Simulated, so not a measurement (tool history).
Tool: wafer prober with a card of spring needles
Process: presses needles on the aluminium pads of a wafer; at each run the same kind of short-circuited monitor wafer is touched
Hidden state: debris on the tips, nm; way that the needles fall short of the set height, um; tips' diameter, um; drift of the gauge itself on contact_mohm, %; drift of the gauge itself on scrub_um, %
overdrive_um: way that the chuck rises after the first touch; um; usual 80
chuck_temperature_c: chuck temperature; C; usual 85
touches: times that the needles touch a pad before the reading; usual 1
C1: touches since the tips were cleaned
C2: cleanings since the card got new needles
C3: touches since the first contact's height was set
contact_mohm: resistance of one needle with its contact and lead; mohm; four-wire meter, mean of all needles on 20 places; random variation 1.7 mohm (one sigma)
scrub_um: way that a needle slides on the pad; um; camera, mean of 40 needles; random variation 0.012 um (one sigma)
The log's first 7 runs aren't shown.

At hour 168.0: tips cleaned on abrasive film.
At hour 179.6: tips cleaned on abrasive film.
Run 8, hour 179.9: usual settings but chuck_temperature_c 53 C, touches 2; C1 220; C2 116; C3 75865. Result: contact_mohm 158 mohm, scrub_um 15.79 um.
At hour 192.7: tips cleaned on abrasive film.
Run 9, hour 195.0: usual settings but overdrive_um 60 um; C1 1554; C2 117; C3 85892. Result: contact_mohm 167 mohm, scrub_um 11.82 um.
At hour 200.8: height of the first contact set anew.
At hour 205.6: tips cleaned on abrasive film.
At hour 217.0: tips cleaned on abrasive film.
At hour 228.6: tips cleaned on abrasive film.
Run 10, hour 228.6: usual settings but touches 3; C1 0; C2 120; C3 18416. Result: contact_mohm 165 mohm, scrub_um 15.76 um.
At hour 242.0: tips cleaned on abrasive film.
Run 11, hour 244.0: usual settings but touches 3; C1 1366; C2 121; C3 28689. Result: contact_mohm 165 mohm, scrub_um 15.73 um.
At hour 253.8: tips cleaned on abrasive film.
At hour 265.5: tips cleaned on abrasive film.
Run 12, hour 265.6: usual settings; C1 97; C2 123; C3 43060. Result: contact_mohm 164 mohm, scrub_um 15.74 um.
At hour 277.2: tips cleaned on abrasive film.
Run 13, hour 284.9: usual settings; C1 5166; C2 124; C3 55870. Result: contact_mohm 164 mohm, scrub_um 15.71 um.
At hour 288.9: tips cleaned on abrasive film.
At hour 300.8: tips cleaned on abrasive film.
Run 14, hour 310.4: usual settings; C1 6425; C2 126; C3 72819. Result: contact_mohm 167 mohm, scrub_um 15.69 um.
At hour 312.6: tips cleaned on abrasive film.
At hour 324.7: tips cleaned on abrasive film.
Run 15, hour 330.3: usual settings but overdrive_um 64 um; C1 3752; C2 128; C3 86019. Result: contact_mohm 169 mohm, scrub_um 12.54 um.
At hour 333.3: height of the first contact set anew.
At hour 336.9: tips cleaned on abrasive film.
At hour 349.6: tips cleaned on abrasive film.
Run 16, hour 357.6: usual settings but overdrive_um 75 um, chuck_temperature_c 110 C, touches 2; C1 5353; C2 130; C3 16158. Result: contact_mohm 170 mohm, scrub_um 14.67 um.
At hour 362.4: tips cleaned on abrasive film.
At hour 375.7: tips cleaned on abrasive film.
At hour 387.1: tips cleaned on abrasive film.
Run 17, hour 387.1: usual settings but overdrive_um 75 um, chuck_temperature_c 110 C; C1 0; C2 133; C3 35738. Result: contact_mohm 169 mohm, scrub_um 14.66 um.
At hour 398.4: tips cleaned on abrasive film.
Run 18, hour 407.6: usual settings but overdrive_um 75 um, chuck_temperature_c 110 C; C1 6129; C2 134; C3 49382. Result: contact_mohm 169 mohm, scrub_um 14.64 um.
At hour 409.6: tips cleaned on abrasive film.
At hour 421.7: tips cleaned on abrasive film.
Run 19, hour 427.2: usual settings but overdrive_um 75 um, chuck_temperature_c 114 C; C1 3702; C2 136; C3 62399. Result: contact_mohm 172 mohm, scrub_um 14.60 um.
At hour 433.8: tips cleaned on abrasive film.
At hour 445.3: tips cleaned on abrasive film.
Run 20, hour 452.0: usual settings but chuck_temperature_c 41 C; C1 4506; C2 138; C3 78860. Result: contact_mohm 156 mohm, scrub_um 15.58 um.
At hour 459.1: tips cleaned on abrasive film.
At hour 466.1: gauge calibrated.
At hour 466.4: height of the first contact set anew.
At hour 472.6: tips cleaned on abrasive film.
Run 21, hour 473.1: usual settings but overdrive_um 73 um, touches 2; C1 295; C2 140; C3 4373. Result: contact_mohm 166 mohm, scrub_um 14.54 um.
At hour 485.9: tips cleaned on abrasive film.
At hour 497.4: tips cleaned on abrasive film.
Run 22, hour 500.6: usual settings but touches 3; C1 2177; C2 142; C3 22711. Result: contact_mohm 167 mohm, scrub_um 15.90 um.
At hour 508.7: tips cleaned on abrasive film.
At hour 520.2: tips cleaned on abrasive film.
Run 23, hour 521.9: usual settings but touches 3; C1 1200; C2 144; C3 36860. Result: contact_mohm 166 mohm, scrub_um 15.89 um.
At hour 533.0: tips cleaned on abrasive film.
At hour 544.2: tips cleaned on abrasive film.
Run 24, hour 544.2: usual settings but overdrive_um 92 um, chuck_temperature_c 29 C, touches 2; C1 0; C2 146; C3 51654. Result: contact_mohm 155 mohm, scrub_um 18.24 um.
At hour 557.6: tips cleaned on abrasive film.
At hour 570.3: tips cleaned on abrasive film.
Run 25, hour 580.0: usual settings but overdrive_um 79 um, chuck_temperature_c 25 C, touches 2; C1 6486; C2 148; C3 75494. Result: contact_mohm 153 mohm, scrub_um 15.64 um.
At hour 582.4: tips cleaned on abrasive film.
At hour 595.4: tips cleaned on abrasive film.
At hour 599.9: height of the first contact set anew.
Run 26, hour 601.1: usual settings but overdrive_um 88 um, chuck_temperature_c 37 C; C1 3624; C2 150; C3 817. Result: contact_mohm 158 mohm, scrub_um 17.39 um.
At hour 607.8: tips cleaned on abrasive film.
Run 27, hour 618.2: usual settings but overdrive_um 88 um, chuck_temperature_c 37 C; C1 6962; C2 151; C3 12210. Result: contact_mohm 154 mohm, scrub_um 17.40 um.
At hour 620.8: tips cleaned on abrasive film.
At hour 632.6: tips cleaned on abrasive film.
At hour 644.6: tips cleaned on abrasive film.
Run 28, hour 651.9: usual settings but overdrive_um 88 um, chuck_temperature_c 37 C; C1 4907; C2 154; C3 34566. Result: contact_mohm 160 mohm, scrub_um 17.37 um.
At hour 656.2: tips cleaned on abrasive film.
At hour 668.9: tips cleaned on abrasive film.
Run 29, hour 671.5: usual settings but overdrive_um 88 um, chuck_temperature_c 37 C; C1 1701; C2 156; C3 47550. Result: contact_mohm 160 mohm, scrub_um 17.36 um.
At hour 682.6: tips cleaned on abrasive film.
At hour 695.3: tips cleaned on abrasive film.
At hour 706.8: tips cleaned on abrasive film.
Run 30, hour 706.8: usual settings but overdrive_um 66 um, chuck_temperature_c 72 C, touches 2; C1 0; C2 159; C3 71025. Result: contact_mohm 167 mohm, scrub_um 12.99 um.

Forecast each of these 4 alternatives for the next run:
At hour 718.4: tips cleaned on abrasive film.
Run A, hour 726.3: usual settings but overdrive_um 69 um, chuck_temperature_c 72 C, touches 2; C1 5292; C2 160; C3 84060. Result: contact_mohm ?, scrub_um ?.
At hour 718.4: tips cleaned on abrasive film.
Run B, hour 726.3: usual settings but overdrive_um 89 um, chuck_temperature_c 35 C, touches 2; C1 5292; C2 160; C3 84060. Result: contact_mohm ?, scrub_um ?.
At hour 718.4: tips cleaned on abrasive film.
Run C, hour 726.3: usual settings but overdrive_um 66 um, chuck_temperature_c 72 C; C1 5292; C2 160; C3 84060. Result: contact_mohm ?, scrub_um ?.
At hour 718.4: tips cleaned on abrasive film.
Run D, hour 726.3: usual settings but overdrive_um 79 um, chuck_temperature_c 98 C, touches 3; C1 5292; C2 160; C3 84060. Result: contact_mohm ?, scrub_um ?.

run  contact_mohm  scrub_um
  A           161     13.56
  B           159     17.49
  C           165     12.98
  D           169     15.52
Without the tool's hidden state the same runs would have given:
run  contact_mohm  scrub_um
  A           161     13.74
  B           159     17.72
  C           165     13.15
  D           169     15.73
